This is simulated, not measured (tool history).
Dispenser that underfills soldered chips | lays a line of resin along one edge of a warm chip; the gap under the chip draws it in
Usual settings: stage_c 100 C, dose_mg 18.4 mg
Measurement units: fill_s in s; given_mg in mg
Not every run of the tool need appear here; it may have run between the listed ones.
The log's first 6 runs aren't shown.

run	hour	stage_c	dose_mg	fill_s	given_mg
# hour 74.8: new syringe of resin
7	79.8	100	17.2	315.4	17.13
# hour 87.5: new syringe of resin
8	87.7	100	17.2	276.5	17.1
9	95.4	100	17.2	344.5	17.16
# hour 101.2: new syringe of resin
10	105	100	17.2	305.2	17.05
# hour 114.5: new syringe of resin
11	115.1	100	17.2	275.9	16.89
# hour 127.4: new syringe of resin
12	127.4	100	17.2	268.3	16.86
13	135	100	17.2	339.3	16.94
# hour 140.4: new syringe of resin
14	150.7	100	17.2	373.9	16.7
# hour 153.5: new syringe of resin
15	158.2	100	17.9	306	17.44
# hour 166.4: new syringe of resin
16	168.6	100	17.9	280	17.4
# hour 179.7: new syringe of resin
17	183.8	100	17.9	297.7	17.33
# hour 190.9: stage's temperature calibrated
# hour 194.6: new syringe of resin
18	197.9	91	20.2	449.4	19.45
19	204.3	93	16.3	555.7	15.8
# hour 207.4: new syringe of resin
20	213.6	93	16.3	493.4	15.82
# hour 220.2: new syringe of resin
21	228.1	106	17.1	326.2	16.29
# hour 234.1: new syringe of resin
22	243.2	106	17.1	331.3	16.31
# hour 247.1: new syringe of resin
23	255.1	115	22.1	218.5	21.06
# hour 260.9: new syringe of resin
24	264.4	115	23.9	189.6	22.74
# hour 274.3: new syringe of resin
25	276.8	87	20.5	510.7	19.6
# hour 287.4: new syringe of resin
26	291.3	87	20.5	533.5	19.51
# hour 300.6: new syringe of resin
# hour 301.6: dispensing valve cleaned and set on the balance
27	306.1	109	17.4	251.6	17.48
28	313.9	112	17.1	284.1	17.04
# hour 315.1: new syringe of resin
# hour 328.3: new syringe of resin
29	328.6	112	19.6	192.1	19.59
# hour 341.5: new syringe of resin
30	342.8	112	19.6	199.9	19.43
31	352	112	19.6	269	19.35

Each row is a separate what-if for the run after 31, all from the same tool condition, not one after another. Results?
# hour 354.4: new syringe of resin
A	366.5	98	18	?	?
# hour 354.4: new syringe of resin
B	366.5	86	16.8	?	?
# hour 354.4: new syringe of resin
C	366.5	97	16	?	?
# hour 354.4: new syringe of resin
D	366.5	88	20.3	?	?
# hour 354.4: new syringe of resin
E	366.5	95	17.5	?	?

run	fill_s	given_mg
A	457.1	17.78
B	750.9	16.52
C	506.7	15.79
D	667.8	19.98
E	532.6	17.23
Had the tool no hidden state, the same runs would have come out as:
run	fill_s	given_mg
A	317.7	18.05
B	522.6	16.78
C	351.5	16.03
D	465.9	20.29
E	370.2	17.5

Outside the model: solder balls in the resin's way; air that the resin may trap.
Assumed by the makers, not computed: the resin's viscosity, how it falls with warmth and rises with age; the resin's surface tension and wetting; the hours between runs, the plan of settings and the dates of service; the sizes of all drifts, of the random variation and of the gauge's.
